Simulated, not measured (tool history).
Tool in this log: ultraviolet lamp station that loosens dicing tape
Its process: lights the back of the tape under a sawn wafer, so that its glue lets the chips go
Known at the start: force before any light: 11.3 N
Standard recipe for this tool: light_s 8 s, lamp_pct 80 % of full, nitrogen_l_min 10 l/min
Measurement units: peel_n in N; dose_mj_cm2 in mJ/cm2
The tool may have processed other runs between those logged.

run    hour  light_s  lamp_pct  nitrogen_l_min  peel_n  dose_mj_cm2
  1       0        8        80              10    1.73          276
  2    97.6        8        80              10   1.879          263
  3   163.6        8        80              10   1.945          254
  4   212.9        8        70              10   2.533          217
      295.7  -- lamp changed
  5   302.4        8        70              10   1.544          288
  6   401.2        8        80              10   1.334          315
  7   493.4       13        80              10   0.481          491
        515  -- window cleaned of glue's vapour
  8   561.6       13        80              10   0.757          406
  9   628.5        5        80              10   4.002          153
 10   704.2        5        80              10   4.159          139
 11   754.7        8        80              10   2.432          226
 12   836.6        8        80              10   2.622          213
 13   880.6        8        80              10    2.75          210
 14   977.4        8        80              10   2.991          197
 15  1044.6       13        80              10   1.415          297
     1064.3  -- window cleaned of glue's vapour
 16  1098.4        8        80              10    1.14          344
     1128.6  -- window cleaned of glue's vapour, once more
 17    1180        8        80              10   1.129          335
 18    1231       16        73              10   0.302          609
 19  1331.3        6        74               3   4.175          218
 20  1390.5        7        78              10   1.881          260
 21  1468.8        7        78              10   1.977          247
 22  1520.7       13        85               4   0.968          501
 23  1612.7        7        67               8   3.077          204
 24  1663.8        8        68              14   1.938          228
     1680.7  -- window cleaned of glue's vapour
 25  1757.4        6        68              10   2.858          203
 26  1833.8        8        95              10    1.01          361
 27  1898.1        8        95              10   1.087          353
 28  1992.1        5        80               5   4.229          178
 29  2060.7        6        80              10   2.636          209
 30  2147.6        6        80              10   2.832          193
 31  2195.7        8        91               4    2.61          296
     2234.2  -- window cleaned of glue's vapour
 32  2276.5       12        68              14   0.687          391
 33  2350.5       12        68              14   0.713          374

4 options for the next run, each taken on its own from the tool as it stands now. Forecast them:
  A  2430.1        4        70              13       ?            ?
  B  2430.1       10        80               8       ?            ?
  C  2430.1        8        61               7       ?            ?
  D  2430.1       12        80              10       ?            ?

run  peel_n  dose_mj_cm2
  A   4.495          124
  B   1.193          356
  C   3.001          215
  D   0.677          426
Stripped of hidden state, with their random variation kept, the same runs would have yielded:
run  peel_n  dose_mj_cm2
  A   3.337          164
  B   0.627          472
  C    1.97          285
  D   0.328          564

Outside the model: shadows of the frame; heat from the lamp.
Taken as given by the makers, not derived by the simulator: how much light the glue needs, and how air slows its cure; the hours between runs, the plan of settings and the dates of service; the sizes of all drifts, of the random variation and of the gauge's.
